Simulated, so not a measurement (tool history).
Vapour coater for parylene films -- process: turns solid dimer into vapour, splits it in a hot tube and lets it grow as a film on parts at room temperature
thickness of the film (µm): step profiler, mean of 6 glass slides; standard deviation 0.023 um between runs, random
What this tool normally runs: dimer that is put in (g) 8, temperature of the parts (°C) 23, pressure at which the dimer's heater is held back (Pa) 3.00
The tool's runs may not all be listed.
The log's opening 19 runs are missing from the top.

| run | day | dimer that is put in (g) | temperature of the parts (°C) | pressure at which the dimer's heater is held back (Pa) | thickness of the film (µm) |
|---|---|---|---|---|---|
| 20 | 30.625 | 14 | 23 | 11.42 | 4.48 |
| 21 | 31.629 | 13 | 19 | 3.24 | 5.78 |
| 22 | 33.246 | 13 | 19 | 3.03 | 5.74 |
| 23 | 34.379 | 13 | 19 | 3.03 | 5.87 |
| 24 | 35.750 | 10 | 27 | 11.80 | 2.64 |
| 25 | 37.217 | 6 | 24 | 4.35 | 2.03 |
| 26 | 38.996 | 6 | 24 | 4.35 | 2.04 |
| 27 | 41.150 | 3 | 15 | 9.58 | 1.32 |
| 28 | 43.050 | 4 | 23 | 2.35 | 1.51 |
| 29 | 45.438 | 4 | 18 | 3.00 | 1.77 |
|  | 46.712 | table's thermometer calibrated |
| 30 | 46.883 | 4 | 18 | 3.00 | 1.77 |
| 31 | 48.421 | 8 | 26 | 3.00 | 2.55 |

Branching from run 31: 5 alternative next runs. What would each branch give?
| A | 50.783 | 8 | 23 | 6.45 | ? |
| B | 50.783 | 3 | 17 | 3.00 | ? |
| C | 50.783 | 3 | 19 | 5.96 | ? |
| D | 50.783 | 8 | 19 | 3.03 | ? |
| E | 50.783 | 8 | 30 | 9.56 | ? |

| run | thickness of the film (µm) |
|---|---|
| A | 2.73 |
| B | 1.31 |
| C | 1.25 |
| D | 3.54 |
| E | 1.81 |
The same runs, with their run-to-run variation unchanged, on a tool lacking any hidden condition would have given:
| run | thickness of the film (µm) |
|---|---|
| A | 2.74 |
| B | 1.32 |
| C | 1.26 |
| D | 3.55 |
| E | 1.82 |
